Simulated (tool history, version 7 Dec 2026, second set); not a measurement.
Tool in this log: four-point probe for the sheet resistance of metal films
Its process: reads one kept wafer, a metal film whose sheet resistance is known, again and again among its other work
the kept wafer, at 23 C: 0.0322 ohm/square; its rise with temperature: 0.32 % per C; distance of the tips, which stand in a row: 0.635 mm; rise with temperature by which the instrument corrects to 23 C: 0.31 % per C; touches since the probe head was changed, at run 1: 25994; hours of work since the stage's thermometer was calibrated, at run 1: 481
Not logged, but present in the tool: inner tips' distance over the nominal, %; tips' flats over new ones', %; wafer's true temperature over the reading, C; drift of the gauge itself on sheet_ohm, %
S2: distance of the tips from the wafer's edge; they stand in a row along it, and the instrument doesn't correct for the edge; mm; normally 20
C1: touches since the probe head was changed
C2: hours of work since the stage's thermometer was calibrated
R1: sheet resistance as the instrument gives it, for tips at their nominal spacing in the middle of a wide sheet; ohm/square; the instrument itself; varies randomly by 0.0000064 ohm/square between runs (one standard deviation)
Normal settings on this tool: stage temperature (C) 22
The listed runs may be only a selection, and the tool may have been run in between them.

Run 1, day 0: usual settings; C1 25994; C2 481. Result: R1 0.032275 ohm/square.
Run 2, day 2.879: usual settings; C1 27918; C2 514. Result: R1 0.03227 ohm/square.
Run 3, day 4.583: usual settings but stage temperature (C) 23; C1 29059; C2 533. Result: R1 0.032286 ohm/square.
Run 4, day 7.45: usual settings but stage temperature (C) 18; C1 30976; C2 566. Result: R1 0.032246 ohm/square.
Run 5, day 9.2: usual settings but S2 19 mm; C1 32147; C2 585. Result: R1 0.032273 ohm/square.
Run 6, day 10.617: usual settings but S2 19 mm; C1 33094; C2 601. Result: R1 0.032272 ohm/square.
Run 7, day 13.483: usual settings; C1 35011; C2 634. Result: R1 0.032283 ohm/square.
Run 8, day 14.967: usual settings; C1 36004; C2 651. Result: R1 0.032288 ohm/square.
Run 9, day 16.617: usual settings; C1 37105; C2 669. Result: R1 0.032288 ohm/square.
Run 10, day 18.125: usual settings; C1 38114; C2 686. Result: R1 0.032282 ohm/square.
Run 11, day 19.75: usual settings but stage temperature (C) 20; C1 39201; C2 705. Result: R1 0.032277 ohm/square.
Run 12, day 21.667: usual settings but stage temperature (C) 25; C1 40484; C2 727. Result: R1 0.0323 ohm/square.
Run 13, day 23.292: usual settings; C1 41570; C2 745. Result: R1 0.032295 ohm/square.
Run 14, day 25.662: usual settings; C1 43155; C2 772. Result: R1 0.032283 ohm/square.
Run 15, day 27.692: usual settings; C1 44511; C2 795. Result: R1 0.032286 ohm/square.
Run 16, day 29.008: usual settings; C1 45394; C2 810. Result: R1 0.032279 ohm/square.
Run 17, day 30.562: usual settings; C1 46431; C2 827. Result: R1 0.032299 ohm/square.
Run 18, day 32.896: usual settings; C1 47991; C2 854. Result: R1 0.032281 ohm/square.
Run 19, day 35.696: usual settings; C1 49864; C2 885. Result: R1 0.0323 ohm/square.
Run 20, day 38.179: usual settings but S2 36 mm; C1 51525; C2 913. Result: R1 0.032283 ohm/square.
Run 21, day 39.429: usual settings but S2 36 mm; C1 52362; C2 928. Result: R1 0.03228 ohm/square.
Run 22, day 40.875: usual settings but S2 36 mm; C1 53328; C2 944. Result: R1 0.032293 ohm/square.
Run 23, day 42.542: usual settings but stage temperature (C) 20, S2 4 mm; C1 54442; C2 963. Result: R1 0.0327 ohm/square.
Run 24, day 43.912: usual settings but stage temperature (C) 20, S2 9 mm; C1 55358; C2 978. Result: R1 0.032361 ohm/square.
Run 25, day 45.225: usual settings but stage temperature (C) 24, S2 7 mm; C1 56238; C2 993. Result: R1 0.032457 ohm/square.
Run 26, day 47.804: usual settings but stage temperature (C) 23, S2 17 mm; C1 57961; C2 1022. Result: R1 0.03233 ohm/square.
Run 27, day 50.104: usual settings but stage temperature (C) 33, S2 36 mm; C1 59499; C2 1048. Result: R1 0.03236 ohm/square.
Run 28, day 51.312: usual settings but stage temperature (C) 27, S2 22 mm; C1 60308; C2 1062. Result: R1 0.03234 ohm/square.
Run 29, day 53.021: usual settings but stage temperature (C) 20, S2 67 mm; C1 61450; C2 1081. Result: R1 0.03228 ohm/square.
Run 30, day 55.296: usual settings but stage temperature (C) 21; C1 62971; C2 1107. Result: R1 0.032316 ohm/square.
Run 31, day 57.1: usual settings but stage temperature (C) 19, S2 3 mm; C1 64178; C2 1128. Result: R1 0.033034 ohm/square.
Run 32, day 59.496: usual settings but stage temperature (C) 26, S2 5 mm; C1 65779; C2 1155. Result: R1 0.032602 ohm/square.
Run 33, day 61.846: usual settings but stage temperature (C) 18, S2 5 mm; C1 67352; C2 1181. Result: R1 0.032551 ohm/square.
Run 34, day 64.571: usual settings but stage temperature (C) 18, S2 5 mm; C1 69173; C2 1212. Result: R1 0.032557 ohm/square.
Run 35, day 65.775: usual settings but stage temperature (C) 18, S2 5 mm; C1 69980; C2 1226. Result: R1 0.032563 ohm/square.
Run 36, day 67.192: usual settings but S2 4 mm; C1 70928; C2 1242. Result: R1 0.032733 ohm/square.
Run 37, day 69.004: usual settings but stage temperature (C) 31, S2 22 mm; C1 72138; C2 1262. Result: R1 0.032368 ohm/square.
Run 38, day 70.546: usual settings but stage temperature (C) 20, S2 9 mm; C1 73168; C2 1280. Result: R1 0.032393 ohm/square.
Run 39, day 73.254: usual settings but stage temperature (C) 29, S2 32 mm; C1 74979; C2 1310. Result: R1 0.03235 ohm/square.
Run 40, day 75.05: usual settings but stage temperature (C) 29, S2 32 mm; C1 76181; C2 1331. Result: R1 0.032355 ohm/square.
Run 41, day 76.321: usual settings but stage temperature (C) 23, S2 13 mm; C1 77032; C2 1345. Result: R1 0.032358 ohm/square.
Run 42, day 78.262: usual settings but stage temperature (C) 23, S2 13 mm; C1 78329; C2 1367. Result: R1 0.032364 ohm/square.
Run 43, day 79.892: usual settings but stage temperature (C) 26, S2 57 mm; C1 79419; C2 1385. Result: R1 0.032338 ohm/square.

Difference, measured minus no-hidden-state, one row per run. Run-to-run variation is common to both terms; the gauge's own scatter need not be:
run         R1
  1  +0.000054
  2  +0.000057
  3  +0.000059
  4  +0.000061
  5  +0.000062
  6  +0.000064
  7  +0.000065
  8  +0.000067
  9  +0.000067
 10  +0.000069
 11   +0.00007
 12  +0.000072
 13  +0.000073
 14  +0.000075
 15  +0.000077
 16  +0.000078
 17  +0.000079
 18  +0.000081
 19  +0.000084
 20  +0.000085
 21  +0.000087
 22  +0.000088
 23  +0.000089
 24   +0.00009
 25  +0.000091
 26  +0.000093
 27  +0.000096
 28  +0.000096
 29  +0.000096
 30  +0.000099
 31  +0.000102
 32  +0.000103
 33  +0.000104
 34  +0.000107
 35  +0.000107
 36  +0.000109
 37  +0.000109
 38   +0.00011
 39  +0.000113
 40  +0.000114
 41  +0.000115
 42  +0.000116
 43  +0.000117
